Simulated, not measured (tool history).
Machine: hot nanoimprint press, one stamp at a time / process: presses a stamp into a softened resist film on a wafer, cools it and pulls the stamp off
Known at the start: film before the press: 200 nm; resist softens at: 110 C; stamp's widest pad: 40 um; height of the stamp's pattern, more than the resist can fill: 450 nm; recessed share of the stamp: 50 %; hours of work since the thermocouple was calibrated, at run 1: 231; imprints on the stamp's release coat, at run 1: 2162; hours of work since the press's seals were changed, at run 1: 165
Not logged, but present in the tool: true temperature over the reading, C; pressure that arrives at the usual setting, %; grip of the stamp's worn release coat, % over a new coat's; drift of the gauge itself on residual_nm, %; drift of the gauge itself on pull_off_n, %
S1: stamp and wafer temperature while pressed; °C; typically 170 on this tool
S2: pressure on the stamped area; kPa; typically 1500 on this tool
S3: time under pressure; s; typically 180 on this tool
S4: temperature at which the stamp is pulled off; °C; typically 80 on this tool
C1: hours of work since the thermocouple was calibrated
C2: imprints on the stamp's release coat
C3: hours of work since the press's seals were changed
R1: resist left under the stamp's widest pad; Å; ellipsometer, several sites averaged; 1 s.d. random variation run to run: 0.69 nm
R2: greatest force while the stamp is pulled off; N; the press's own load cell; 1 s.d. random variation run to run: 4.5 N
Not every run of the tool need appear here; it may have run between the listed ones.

run	hour	S1	S2	S3	S4	C1	C2	C3	R1	R2
1	0	170	1500	180	80	231	2162	165	857	338
2	10	170	1500	180	80	235	2177	169	858	330
3	27.7	170	1500	180	80	243	2202	177	867	334
4	37.3	174	1500	180	80	247	2216	181	690	326
5	46.7	170	1500	180	85	251	2229	185	863	294
6	61.1	170	1500	180	80	258	2250	192	865	335
7	72.3	170	1500	180	80	263	2266	197	869	339
8	80.2	170	1500	180	80	266	2277	200	870	344
9	98.9	170	1500	180	80	274	2304	208	874	344
# hour 121.9: stamp cleaned and given a new release coat
# hour 126: plate thermocouple calibrated
10	126.5	170	1500	180	80	0	2	216	796	217
11	140.8	170	1500	175	80	7	22	223	820	220
12	152	170	1500	283	80	11	39	228	668	226
13	165.9	170	1500	283	80	18	58	234	672	218
14	179.3	170	1500	316	80	23	78	240	650	214
15	190.4	170	1500	161	80	28	94	245	848	226
16	205.6	180	1870	248	72	35	115	251	349	268
17	217.2	173	1890	134	83	40	132	256	707	209
18	225.4	169	1310	180	80	44	144	260	918	220
19	233.6	170	1500	334	67	47	156	263	630	311
20	252.2	159	1500	104	80	55	182	272	1627	230
21	270	159	1230	227	81	63	208	279	1447	232
22	279.3	180	1500	233	65	67	221	283	412	317
23	296.2	170	1500	263	69	75	246	291	705	295
24	307.1	170	1100	180	74	79	261	296	944	270
25	318.7	170	1100	180	74	85	278	301	940	267
26	335.7	161	1500	180	80	92	302	308	1340	241
27	344.5	161	1500	180	80	96	315	312	1331	229
28	357.8	170	2110	96	80	102	334	318	926	235
29	375.7	174	1500	180	81	110	360	326	659	237

Measured result minus the same run's result without the hidden state. Both carry the same run-to-run variation, though not necessarily the same gauge scatter:
run	R1	R2
1	+62	+117
2	+62	+115
3	+66	+117
4	+53	+115
5	+67	+105
6	+69	+119
7	+70	+121
8	+71	+123
9	+73	+124
10	+10	+0
11	+11	+2
12	+10	+3
13	+12	+4
14	+13	+4
15	+17	+6
16	+9	+8
17	+18	+8
18	+20	+8
19	+17	+12
20	+22	+11
21	+28	+12
22	+13	+16
23	+24	+17
24	+28	+16
25	+30	+17
26	+39	+18
27	+40	+17
28	+39	+19
29	+29	+21
